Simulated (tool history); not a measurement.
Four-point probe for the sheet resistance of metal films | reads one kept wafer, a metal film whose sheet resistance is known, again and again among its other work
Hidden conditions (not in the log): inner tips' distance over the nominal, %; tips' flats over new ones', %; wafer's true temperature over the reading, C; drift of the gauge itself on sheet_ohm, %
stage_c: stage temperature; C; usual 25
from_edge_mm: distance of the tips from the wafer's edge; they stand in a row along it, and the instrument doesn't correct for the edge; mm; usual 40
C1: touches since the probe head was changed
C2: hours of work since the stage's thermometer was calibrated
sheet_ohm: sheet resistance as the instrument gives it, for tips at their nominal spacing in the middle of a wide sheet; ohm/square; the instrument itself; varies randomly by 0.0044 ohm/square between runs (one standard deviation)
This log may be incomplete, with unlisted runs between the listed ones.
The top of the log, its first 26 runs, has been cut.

Run 27, hour 2325.4: usual settings but stage_c 27 C, from_edge_mm 70 mm; C1 42119; C2 69. Result: sheet_ohm 22.058748 ohm/square.
Run 28, hour 2423.2: usual settings but stage_c 21 C, from_edge_mm 21 mm; C1 46706; C2 134. Result: sheet_ohm 22.089434 ohm/square.
Run 29, hour 2488.3: usual settings; C1 49757; C2 178. Result: sheet_ohm 22.099166 ohm/square.
Run 30, hour 2584.9: usual settings; C1 54291; C2 243. Result: sheet_ohm 22.123868 ohm/square.
Run 31, hour 2694.2: usual settings but from_edge_mm 27 mm; C1 59417; C2 316. Result: sheet_ohm 22.140283 ohm/square.
Run 32, hour 2792.2: usual settings but from_edge_mm 27 mm; C1 64015; C2 382. Result: sheet_ohm 22.161035 ohm/square.
Run 33, hour 2900.2: usual settings but stage_c 28 C, from_edge_mm 11 mm; C1 69081; C2 454. Result: sheet_ohm 22.203541 ohm/square.
Run 34, hour 2966.1: usual settings but stage_c 28 C, from_edge_mm 11 mm; C1 72169; C2 498. Result: sheet_ohm 22.207749 ohm/square.
At hour 2982.1: new probe head fitted.
Run 35, hour 3079.5: usual settings but stage_c 28 C, from_edge_mm 11 mm; C1 4567; C2 574. Result: sheet_ohm 21.997027 ohm/square.
Run 36, hour 3134.4: usual settings but stage_c 28 C, from_edge_mm 36 mm; C1 7140; C2 611. Result: sheet_ohm 21.988276 ohm/square.

Alternative continuations, all from the tool just after run 36; predict every row:
Run A, hour 3248: usual settings but stage_c 28 C, from_edge_mm 30 mm; C1 12468; C2 687. Result: sheet_ohm ?.
Run B, hour 3248: usual settings but stage_c 32 C, from_edge_mm 3 mm; C1 12468; C2 687. Result: sheet_ohm ?.
Run C, hour 3248: usual settings but stage_c 28 C, from_edge_mm 17 mm; C1 12468; C2 687. Result: sheet_ohm ?.
Run D, hour 3248: usual settings but stage_c 27 C, from_edge_mm 36 mm; C1 12468; C2 687. Result: sheet_ohm ?.

run  sheet_ohm
  A   22.00949
  B  22.315927
  C   22.01497
  D  22.016503
Without the tool's hidden state the same runs would have given:
run  sheet_ohm
  A  21.924361
  B   22.22981
  C  21.929822
  D   21.93132

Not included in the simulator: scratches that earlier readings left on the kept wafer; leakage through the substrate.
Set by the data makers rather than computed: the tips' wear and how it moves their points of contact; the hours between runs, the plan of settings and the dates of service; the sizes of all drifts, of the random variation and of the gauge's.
